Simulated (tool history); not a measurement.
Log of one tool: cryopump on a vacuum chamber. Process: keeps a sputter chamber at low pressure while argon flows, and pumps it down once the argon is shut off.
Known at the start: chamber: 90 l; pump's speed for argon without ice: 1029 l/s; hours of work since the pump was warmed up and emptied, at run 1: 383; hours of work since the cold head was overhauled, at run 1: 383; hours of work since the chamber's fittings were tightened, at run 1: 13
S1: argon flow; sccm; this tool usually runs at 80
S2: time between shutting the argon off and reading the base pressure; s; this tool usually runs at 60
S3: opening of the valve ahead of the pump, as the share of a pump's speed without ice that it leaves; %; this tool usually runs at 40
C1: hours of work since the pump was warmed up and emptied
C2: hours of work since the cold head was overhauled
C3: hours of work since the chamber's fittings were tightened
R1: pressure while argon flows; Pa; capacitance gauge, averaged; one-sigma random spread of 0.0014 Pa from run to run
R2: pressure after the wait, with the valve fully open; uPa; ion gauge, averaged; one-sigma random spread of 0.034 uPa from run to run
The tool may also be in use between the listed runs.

run 1 day=0.000 | S1=80 S2=60 S3=40 | C1=383 C2=383 C3=13 | R1=0.3698 R2=2.02
-- day=1.158 pump warmed up, emptied and cooled again
run 2 day=1.396 | S1=80 S2=60 S3=40 | C1=5 C2=407 C3=37 | R1=0.3292 R2=1.94
run 3 day=2.671 | S1=80 S2=60 S3=16 | C1=31 C2=433 C3=63 | R1=0.8289 R2=1.97
run 4 day=3.517 | S1=126 S2=60 S3=16 | C1=48 C2=450 C3=80 | R1=1.3057 R2=2.03
run 5 day=4.379 | S1=126 S2=60 S3=16 | C1=65 C2=467 C3=98 | R1=1.3004 R2=2.07
run 6 day=5.533 | S1=126 S2=60 S3=16 | C1=89 C2=491 C3=121 | R1=1.3049 R2=2.14
run 7 day=6.429 | S1=80 S2=60 S3=35 | C1=107 C2=509 C3=139 | R1=0.3867 R2=2.22
run 8 day=6.958 | S1=80 S2=60 S3=35 | C1=117 C2=520 C3=150 | R1=0.3884 R2=2.16
run 9 day=8.246 | S1=80 S2=60 S3=35 | C1=144 C2=546 C3=176 | R1=0.3879 R2=2.28
run 10 day=8.771 | S1=80 S2=46 S3=40 | C1=154 C2=556 C3=187 | R1=0.3440 R2=2.76
run 11 day=9.642 | S1=80 S2=60 S3=52 | C1=172 C2=574 C3=204 | R1=0.2677 R2=2.28
run 12 day=10.412 | S1=80 S2=60 S3=40 | C1=187 C2=590 C3=220 | R1=0.3450 R2=2.30
run 13 day=11.717 | S1=80 S2=60 S3=40 | C1=214 C2=616 C3=246 | R1=0.3481 R2=2.37
run 14 day=12.688 | S1=80 S2=60 S3=40 | C1=234 C2=636 C3=266 | R1=0.3507 R2=2.43
run 15 day=13.583 | S1=80 S2=60 S3=40 | C1=252 C2=654 C3=284 | R1=0.3536 R2=2.44
run 16 day=14.871 | S1=80 S2=60 S3=40 | C1=278 C2=680 C3=310 | R1=0.3558 R2=2.60
run 17 day=15.812 | S1=80 S2=60 S3=40 | C1=297 C2=699 C3=329 | R1=0.3620 R2=2.69
run 18 day=16.400 | S1=80 S2=60 S3=40 | C1=309 C2=711 C3=341 | R1=0.3647 R2=2.58
run 19 day=17.562 | S1=80 S2=60 S3=40 | C1=332 C2=734 C3=365 | R1=0.3633 R2=2.74
run 20 day=18.288 | S1=80 S2=60 S3=40 | C1=347 C2=749 C3=379 | R1=0.3651 R2=2.68
run 21 day=19.267 | S1=80 S2=60 S3=40 | C1=367 C2=769 C3=399 | R1=0.3695 R2=2.79
run 22 day=20.092 | S1=37 S2=187 S3=18 | C1=384 C2=786 C3=416 | R1=0.3590 R2=1.72
run 23 day=20.912 | S1=37 S2=187 S3=18 | C1=400 C2=802 C3=433 | R1=0.3580 R2=1.79
-- day=21.238 pump warmed up, emptied and cooled again
run 24 day=22.117 | S1=80 S2=60 S3=55 | C1=18 C2=822 C3=453 | R1=0.2420 R2=2.47
run 25 day=22.938 | S1=44 S2=27 S3=40 | C1=34 C2=839 C3=469 | R1=0.1821 R2=4.44
run 26 day=24.104 | S1=108 S2=251 S3=19 | C1=58 C2=863 C3=493 | R1=0.9456 R2=1.46
run 27 day=25.350 | S1=108 S2=251 S3=19 | C1=83 C2=888 C3=518 | R1=0.9481 R2=1.50
run 28 day=26.029 | S1=149 S2=60 S3=16 | C1=97 C2=902 C3=532 | R1=1.5502 R2=2.72
run 29 day=27.012 | S1=111 S2=183 S3=38 | C1=117 C2=922 C3=552 | R1=0.4973 R2=1.77
run 30 day=27.592 | S1=111 S2=246 S3=38 | C1=129 C2=933 C3=564 | R1=0.5015 R2=1.63
run 31 day=28.508 | S1=111 S2=246 S3=38 | C1=147 C2=952 C3=582 | R1=0.5012 R2=1.64
run 32 day=29.400 | S1=41 S2=298 S3=34 | C1=165 C2=970 C3=600 | R1=0.2054 R2=1.63
run 33 day=30.571 | S1=41 S2=298 S3=34 | C1=189 C2=994 C3=624 | R1=0.2094 R2=1.72
run 34 day=31.825 | S1=60 S2=81 S3=18 | C1=215 C2=1019 C3=649 | R1=0.5696 R2=2.64
run 35 day=32.808 | S1=60 S2=148 S3=16 | C1=234 C2=1039 C3=669 | R1=0.6342 R2=2.14

Hidden state or all else? Some run-to-run changes of R1, split into what the settings, what came in and random variation would give without the hidden state, and what is left for the hidden state (with any gauge scatter that isn't in both results):
Hidden state at play: pump's speed, % of a pump's without ice; cold plate's temperature, K; leak into the chamber, uPa l/s; drift of the gauge itself on working_pa, %; drift of the gauge itself on base_upa, %.
Run 1 -> 2: pump warmed up, emptied and cooled again. R1 -0.0406 Pa: hidden state -0.0404, all else -0.0002.
Run 6 -> 7: S1 126 -> 80, S3 16 -> 35. R1 -0.9182 Pa: hidden state -0.0036, all else -0.9146.
Run 21 -> 22: S1 80 -> 37, S2 60 -> 187, S3 40 -> 18. R1 -0.0105 Pa: hidden state -0.0209, all else +0.0104.
Run 23 -> 24: S1 37 -> 80, S2 187 -> 60, S3 18 -> 55, pump warmed up, emptied and cooled again. R1 -0.1160 Pa: hidden state -0.0182, all else -0.0978.
Run 25 -> 26: S1 44 -> 108, S2 27 -> 251, S3 40 -> 19. R1 +0.7635 Pa: hidden state +0.0067, all else +0.7568.
Run 28 -> 29: S1 149 -> 111, S2 60 -> 183, S3 16 -> 38. R1 -1.0529 Pa: hidden state -0.0025, all else -1.0504.
